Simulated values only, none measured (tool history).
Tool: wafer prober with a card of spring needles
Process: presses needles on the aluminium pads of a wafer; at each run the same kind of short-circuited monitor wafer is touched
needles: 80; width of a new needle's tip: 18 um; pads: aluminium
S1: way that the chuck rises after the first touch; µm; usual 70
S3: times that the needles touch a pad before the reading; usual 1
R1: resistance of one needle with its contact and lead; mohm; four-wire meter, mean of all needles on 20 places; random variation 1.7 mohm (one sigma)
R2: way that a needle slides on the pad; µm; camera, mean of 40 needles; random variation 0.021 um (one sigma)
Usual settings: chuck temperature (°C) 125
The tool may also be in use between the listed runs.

{"run": 1, "hour": 0.0, "S1": 70, "chuck temperature (°C)": 125, "S3": 1, "R1": 164, "R2": 18.94}
{"hour": 13.7, "done": "tips cleaned on abrasive film"}
{"run": 2, "hour": 20.5, "S1": 51, "chuck temperature (°C)": 125, "S3": 1, "R1": 177, "R2": 13.8}
{"hour": 28.3, "done": "tips cleaned on abrasive film"}
{"run": 3, "hour": 30.4, "S1": 67, "chuck temperature (°C)": 125, "S3": 1, "R1": 166, "R2": 18.15}
{"run": 4, "hour": 40.4, "S1": 70, "chuck temperature (°C)": 125, "S3": 1, "R1": 168, "R2": 18.96}
{"hour": 41.8, "done": "tips cleaned on abrasive film"}
{"hour": 55.5, "done": "tips cleaned on abrasive film"}
{"run": 5, "hour": 55.5, "S1": 70, "chuck temperature (°C)": 125, "S3": 2, "R1": 163, "R2": 18.96}
{"hour": 69.4, "done": "tips cleaned on abrasive film"}
{"run": 6, "hour": 72.7, "S1": 70, "chuck temperature (°C)": 125, "S3": 2, "R1": 165, "R2": 18.97}
{"hour": 83.3, "done": "tips cleaned on abrasive film"}
{"run": 7, "hour": 90.3, "S1": 70, "chuck temperature (°C)": 125, "S3": 1, "R1": 166, "R2": 19.01}
{"hour": 97.3, "done": "tips cleaned on abrasive film"}
{"run": 8, "hour": 103.4, "S1": 70, "chuck temperature (°C)": 125, "S3": 1, "R1": 167, "R2": 19.03}
{"hour": 110.8, "done": "tips cleaned on abrasive film"}
{"run": 9, "hour": 115.4, "S1": 70, "chuck temperature (°C)": 125, "S3": 1, "R1": 168, "R2": 19.06}
{"hour": 124.5, "done": "tips cleaned on abrasive film"}
{"run": 10, "hour": 129.5, "S1": 80, "chuck temperature (°C)": 125, "S3": 1, "R1": 162, "R2": 21.78}
{"hour": 138.2, "done": "tips cleaned on abrasive film"}
{"run": 11, "hour": 146.3, "S1": 80, "chuck temperature (°C)": 125, "S3": 1, "R1": 161, "R2": 21.78}
{"hour": 151.8, "done": "tips cleaned on abrasive film"}
{"run": 12, "hour": 162.3, "S1": 70, "chuck temperature (°C)": 125, "S3": 1, "R1": 166, "R2": 19.1}
{"hour": 165.5, "done": "tips cleaned on abrasive film"}
{"hour": 180.1, "done": "tips cleaned on abrasive film"}
{"run": 13, "hour": 180.1, "S1": 70, "chuck temperature (°C)": 125, "S3": 1, "R1": 167, "R2": 19.09}
{"hour": 193.6, "done": "tips cleaned on abrasive film"}
{"run": 14, "hour": 197.3, "S1": 70, "chuck temperature (°C)": 125, "S3": 3, "R1": 164, "R2": 19.16}
{"hour": 207.2, "done": "tips cleaned on abrasive film"}
{"run": 15, "hour": 212.9, "S1": 70, "chuck temperature (°C)": 125, "S3": 1, "R1": 166, "R2": 19.15}
{"hour": 221.9, "done": "tips cleaned on abrasive film"}
{"run": 16, "hour": 223.5, "S1": 70, "chuck temperature (°C)": 125, "S3": 1, "R1": 166, "R2": 19.12}
{"hour": 236.1, "done": "tips cleaned on abrasive film"}
{"run": 17, "hour": 241.0, "S1": 50, "chuck temperature (°C)": 125, "S3": 1, "R1": 172, "R2": 13.71}
{"hour": 250.4, "done": "tips cleaned on abrasive film"}
{"run": 18, "hour": 250.4, "S1": 50, "chuck temperature (°C)": 125, "S3": 1, "R1": 175, "R2": 13.67}
{"hour": 262.7, "done": "height of the first contact set anew"}
{"hour": 264.2, "done": "tips cleaned on abrasive film"}
{"run": 19, "hour": 264.2, "S1": 57, "chuck temperature (°C)": 125, "S3": 1, "R1": 170, "R2": 15.64}
{"run": 20, "hour": 274.3, "S1": 57, "chuck temperature (°C)": 51, "S3": 1, "R1": 160, "R2": 15.64}
{"hour": 278.6, "done": "tips cleaned on abrasive film"}
{"run": 21, "hour": 284.2, "S1": 58, "chuck temperature (°C)": 33, "S3": 2, "R1": 155, "R2": 15.93}
{"hour": 293.7, "done": "tips cleaned on abrasive film"}
{"run": 22, "hour": 300.2, "S1": 51, "chuck temperature (°C)": 116, "S3": 3, "R1": 174, "R2": 14.0}
{"hour": 308.6, "done": "tips cleaned on abrasive film"}
{"run": 23, "hour": 309.4, "S1": 64, "chuck temperature (°C)": 76, "S3": 2, "R1": 157, "R2": 17.65}
{"run": 24, "hour": 319.8, "S1": 61, "chuck temperature (°C)": 125, "S3": 2, "R1": 166, "R2": 16.8}
{"hour": 323.2, "done": "tips cleaned on abrasive film"}
{"run": 25, "hour": 333.9, "S1": 61, "chuck temperature (°C)": 125, "S3": 2, "R1": 171, "R2": 16.79}
{"hour": 337.5, "done": "tips cleaned on abrasive film"}
{"run": 26, "hour": 346.1, "S1": 61, "chuck temperature (°C)": 125, "S3": 2, "R1": 169, "R2": 16.81}
{"hour": 351.4, "done": "tips cleaned on abrasive film"}
{"run": 27, "hour": 354.6, "S1": 89, "chuck temperature (°C)": 79, "S3": 1, "R1": 155, "R2": 24.51}
{"hour": 365.6, "done": "tips cleaned on abrasive film"}
{"run": 28, "hour": 371.9, "S1": 87, "chuck temperature (°C)": 79, "S3": 3, "R1": 153, "R2": 23.97}
{"hour": 379.1, "done": "tips cleaned on abrasive film"}
{"run": 29, "hour": 390.7, "S1": 61, "chuck temperature (°C)": 125, "S3": 2, "R1": 171, "R2": 16.85}
{"hour": 393.5, "done": "tips cleaned on abrasive film"}
{"run": 30, "hour": 400.7, "S1": 57, "chuck temperature (°C)": 31, "S3": 1, "R1": 155, "R2": 15.74}
{"hour": 407.6, "done": "tips cleaned on abrasive film"}
{"run": 31, "hour": 418.7, "S1": 70, "chuck temperature (°C)": 49, "S3": 2, "R1": 150, "R2": 19.37}

4 ways to go on from here, each from the tool as it stands after run 31. What would each give?
{"hour": 422.0, "done": "tips cleaned on abrasive film"}
{"run": "A", "hour": 434.9, "S1": 55, "chuck temperature (°C)": 49, "S3": 2, "R1": "?", "R2": "?"}
{"hour": 422.0, "done": "tips cleaned on abrasive film"}
{"run": "B", "hour": 434.9, "S1": 70, "chuck temperature (°C)": 98, "S3": 2, "R1": "?", "R2": "?"}
{"hour": 422.0, "done": "tips cleaned on abrasive film"}
{"run": "C", "hour": 434.9, "S1": 61, "chuck temperature (°C)": 32, "S3": 1, "R1": "?", "R2": "?"}
{"hour": 422.0, "done": "tips cleaned on abrasive film"}
{"run": "D", "hour": 434.9, "S1": 88, "chuck temperature (°C)": 26, "S3": 2, "R1": "?", "R2": "?"}

run=A R1=158 R2=15.21
run=B R1=163 R2=19.42
run=C R1=151 R2=16.88
run=D R1=144 R2=24.39
Without the tool's hidden state the same runs would have given:
run=A R1=158 R2=14.85
run=B R1=163 R2=18.96
run=C R1=150 R2=16.48
run=D R1=143 R2=23.81
